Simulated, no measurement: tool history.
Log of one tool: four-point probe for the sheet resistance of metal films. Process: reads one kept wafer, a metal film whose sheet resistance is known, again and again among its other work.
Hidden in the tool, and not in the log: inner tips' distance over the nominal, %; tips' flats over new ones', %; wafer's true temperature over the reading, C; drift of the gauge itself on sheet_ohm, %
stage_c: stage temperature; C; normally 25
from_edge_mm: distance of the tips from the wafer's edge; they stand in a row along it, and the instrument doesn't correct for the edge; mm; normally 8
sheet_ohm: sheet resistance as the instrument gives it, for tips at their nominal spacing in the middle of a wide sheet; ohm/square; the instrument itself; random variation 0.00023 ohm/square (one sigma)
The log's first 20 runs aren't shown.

run,hour,stage_c,from_edge_mm,touches since the probe head was changed,hours of work since the stage's thermometer was calibrated,sheet_ohm
21,909.6,25,8,102682,1618,1.133626
22,963.1,25,8,104422,1657,1.133754
23,1007.6,25,8,105867,1690,1.133501
24,1052,25,8,107308,1722,1.133462
25,1099.7,35,14,108858,1757,1.119591
26,1130.7,28,14,109864,1780,1.122043
# hour 1142.6: stage's thermometer calibrated
27,1186.3,29,14,111656,32,1.122032
28,1224.3,20,47,112887,60,1.120815
29,1283.3,25,6,114805,103,1.144828
30,1335.7,27,6,116507,141,1.144393
31,1374.5,26,69,117768,170,1.11841
32,1416.1,26,69,119118,200,1.11831
33,1465.1,32,9,120711,236,1.127687
34,1499.1,33,50,121813,261,1.115957
35,1565.4,33,50,123967,309,1.116365
36,1596.4,22,35,124975,332,1.120363
37,1625.1,22,35,125908,353,1.120817
38,1691.5,32,20,128062,402,1.118456
# hour 1739.5: new probe head fitted
39,1739.5,25,5,0,436,1.155983
40,1795.6,25,3,1823,477,1.215827
41,1851.7,24,14,3647,518,1.12345
42,1893.5,31,5,5002,549,1.153637
43,1943.9,25,12,6640,585,1.125285
44,1987.1,20,53,8043,617,1.120385
45,2050.7,20,53,10108,664,1.120132

Each row is a separate what-if for the run after 45, all from the same tool condition, not one after another. Results?
A,2103.1,34,48,11812,702,?
B,2103.1,32,53,11812,702,?
C,2103.1,25,7,11812,702,?
D,2103.1,35,41,11812,702,?

run,sheet_ohm
A,1.115689
B,1.116115
C,1.137955
D,1.115453
Take away the tool's hidden state, keep each run's random variation, and the runs would have read:
run,sheet_ohm
A,1.115751
B,1.116177
C,1.138018
D,1.115515
